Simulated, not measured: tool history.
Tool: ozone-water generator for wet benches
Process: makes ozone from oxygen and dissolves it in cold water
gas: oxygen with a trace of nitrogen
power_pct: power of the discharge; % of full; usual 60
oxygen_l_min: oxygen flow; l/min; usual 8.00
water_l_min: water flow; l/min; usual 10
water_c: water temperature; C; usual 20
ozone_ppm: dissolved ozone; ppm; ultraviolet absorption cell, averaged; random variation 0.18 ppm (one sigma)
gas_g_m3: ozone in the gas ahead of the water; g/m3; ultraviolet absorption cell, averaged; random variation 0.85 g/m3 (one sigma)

| run | hour | power_pct | oxygen_l_min | water_l_min | water_c | ozone_ppm | gas_g_m3 |
|---|---|---|---|---|---|---|---|
| 1 | 0.0 | 60 | 8.00 | 10 | 20 | 23.0 | 135.3 |
| 2 | 38.3 | 51 | 8.00 | 10 | 20 | 20.9 | 122.4 |
| 3 | 124.7 | 51 | 8.00 | 10 | 20 | 20.9 | 121.6 |
| 4 | 169.2 | 51 | 8.00 | 10 | 20 | 20.8 | 121.4 |
| 5 | 214.3 | 51 | 8.00 | 10 | 20 | 21.0 | 121.5 |
|  | 249.3 | water thermometer calibrated |
| 6 | 286.3 | 51 | 8.00 | 10 | 20 | 21.1 | 120.3 |
| 7 | 373.9 | 60 | 8.00 | 6 | 20 | 29.8 | 135.0 |
| 8 | 426.8 | 60 | 8.00 | 6 | 20 | 29.4 | 136.4 |
| 9 | 492.2 | 60 | 4.85 | 6 | 20 | 35.2 | 177.4 |
| 10 | 556.7 | 60 | 6.02 | 10 | 20 | 24.5 | 156.2 |
| 11 | 636.5 | 60 | 8.00 | 7 | 20 | 27.3 | 132.7 |
| 12 | 710.6 | 60 | 4.19 | 10 | 20 | 26.2 | 192.4 |
| 13 | 757.8 | 60 | 4.19 | 10 | 20 | 26.5 | 193.4 |
| 14 | 815.3 | 60 | 8.00 | 10 | 15 | 25.6 | 133.6 |
| 15 | 872.2 | 61 | 8.00 | 10 | 20 | 23.0 | 136.1 |
| 16 | 960.2 | 61 | 8.00 | 10 | 20 | 23.3 | 135.3 |
| 17 | 1018.5 | 61 | 7.65 | 10 | 25 | 20.4 | 138.8 |
|  | 1027.1 | contactor cleaned |
| 18 | 1061.5 | 82 | 7.65 | 10 | 25 | 24.6 | 165.8 |
| 19 | 1126.0 | 77 | 8.00 | 10 | 22 | 25.3 | 155.1 |
| 20 | 1203.8 | 41 | 8.00 | 12 | 13 | 18.3 | 103.7 |
| 21 | 1289.3 | 60 | 8.00 | 10 | 18 | 23.1 | 131.9 |
| 22 | 1329.0 | 60 | 8.00 | 13 | 20 | 18.9 | 132.2 |
|  | 1401.3 | contactor cleaned, once more |
| 23 | 1416.6 | 60 | 8.00 | 13 | 20 | 20.0 | 134.0 |
| 24 | 1482.4 | 94 | 14.28 | 13 | 20 | 21.8 | 124.4 |
| 25 | 1535.1 | 94 | 14.28 | 13 | 20 | 21.7 | 124.5 |
| 26 | 1610.2 | 50 | 8.44 | 13 | 27 | 15.1 | 114.3 |
| 27 | 1648.3 | 60 | 4.42 | 10 | 20 | 26.1 | 183.7 |
| 28 | 1688.4 | 60 | 8.00 | 12 | 20 | 20.5 | 131.9 |
| 29 | 1738.7 | 60 | 8.00 | 12 | 20 | 20.5 | 131.8 |
| 30 | 1796.9 | 75 | 6.95 | 7 | 20 | 33.1 | 161.5 |
| 31 | 1857.0 | 60 | 8.00 | 8 | 27 | 21.6 | 131.3 |
| 32 | 1929.2 | 60 | 8.00 | 8 | 27 | 21.6 | 130.8 |

Forecast each of these 5 alternatives for the next run:
| A | 2014.1 | 60 | 10.16 | 8 | 27 | ? | ? |
| B | 2014.1 | 76 | 8.00 | 15 | 20 | ? | ? |
| C | 2014.1 | 54 | 4.71 | 10 | 20 | ? | ? |
| D | 2014.1 | 60 | 4.87 | 8 | 27 | ? | ? |
| E | 2014.1 | 60 | 8.00 | 8 | 16 | ? | ? |

| run | ozone_ppm | gas_g_m3 |
|---|---|---|
| A | 19.6 | 114.0 |
| B | 20.4 | 151.6 |
| C | 24.4 | 164.9 |
| D | 25.6 | 175.9 |
| E | 28.2 | 130.4 |
Without the tool's hidden state the same runs would have given:
| run | ozone_ppm | gas_g_m3 |
|---|---|---|
| A | 20.7 | 120.3 |
| B | 21.9 | 161.2 |
| C | 25.7 | 173.1 |
| D | 27.2 | 185.4 |
| E | 29.8 | 137.5 |

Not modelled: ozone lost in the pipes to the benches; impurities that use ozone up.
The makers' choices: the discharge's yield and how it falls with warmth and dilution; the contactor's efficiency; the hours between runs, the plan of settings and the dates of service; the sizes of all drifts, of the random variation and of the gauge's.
